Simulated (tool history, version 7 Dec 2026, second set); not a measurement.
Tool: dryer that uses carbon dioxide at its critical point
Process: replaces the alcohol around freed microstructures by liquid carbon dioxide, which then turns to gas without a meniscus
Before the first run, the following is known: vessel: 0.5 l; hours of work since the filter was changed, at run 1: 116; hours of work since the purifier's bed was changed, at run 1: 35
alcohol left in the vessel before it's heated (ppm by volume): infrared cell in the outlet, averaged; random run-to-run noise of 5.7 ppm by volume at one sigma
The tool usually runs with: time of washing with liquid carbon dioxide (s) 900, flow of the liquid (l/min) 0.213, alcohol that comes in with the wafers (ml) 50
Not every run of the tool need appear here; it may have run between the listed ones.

run	hour	time of washing with liquid carbon dioxide (s)	flow of the liquid (l/min)	alcohol that comes in with the wafers (ml)	hours of work since the filter was changed	hours of work since the purifier's bed was changed	alcohol left in the vessel before it's heated (ppm by volume)
1	0.0	900	0.213	50	116	35	252
2	8.4	900	0.213	50	121	40	250
3	23.6	900	0.213	50	131	49	260
4	30.7	900	0.218	50	135	54	241
5	40.4	900	0.218	50	141	60	229
6	48.1	900	0.218	50	146	65	236
7	58.9	900	0.179	50	152	71	654
8	74.9	900	0.179	50	162	81	677
9	81.9	900	0.276	50	166	85	69
10	97.6	900	0.276	50	176	95	77
11	108.4	900	0.276	50	183	102	78
12	117.4	780	0.292	70	188	107	176
13	131.2	720	0.207	44	197	116	936
14	144.7	720	0.207	44	205	124	981
15	155.9	900	0.286	50	212	131	78
# hour 161.5: inlet filter changed
16	165.1	900	0.286	50	2	136	55
17	172.7	660	0.222	50	7	141	857
18	181.1	900	0.350	20	12	146	47

Subtracting, for every run, the result it would have given without the tool's unlogged condition from the measured result gives the following. The same run-to-run variation enters both numbers; the gauge's scatter may not:
What the log doesn't record here: flow that reaches the vessel past the clogged filter, %; alcohol in the recycled carbon dioxide, ppm; drift of the gauge itself on alcohol_ppm, %.
run	alcohol left in the vessel before it's heated (ppm by volume)
1	+63
2	+68
3	+74
4	+71
5	+73
6	+80
7	+183
8	+198
9	+39
10	+43
11	+44
12	+79
13	+301
14	+326
15	+51
16	+30
17	+45
18	+33

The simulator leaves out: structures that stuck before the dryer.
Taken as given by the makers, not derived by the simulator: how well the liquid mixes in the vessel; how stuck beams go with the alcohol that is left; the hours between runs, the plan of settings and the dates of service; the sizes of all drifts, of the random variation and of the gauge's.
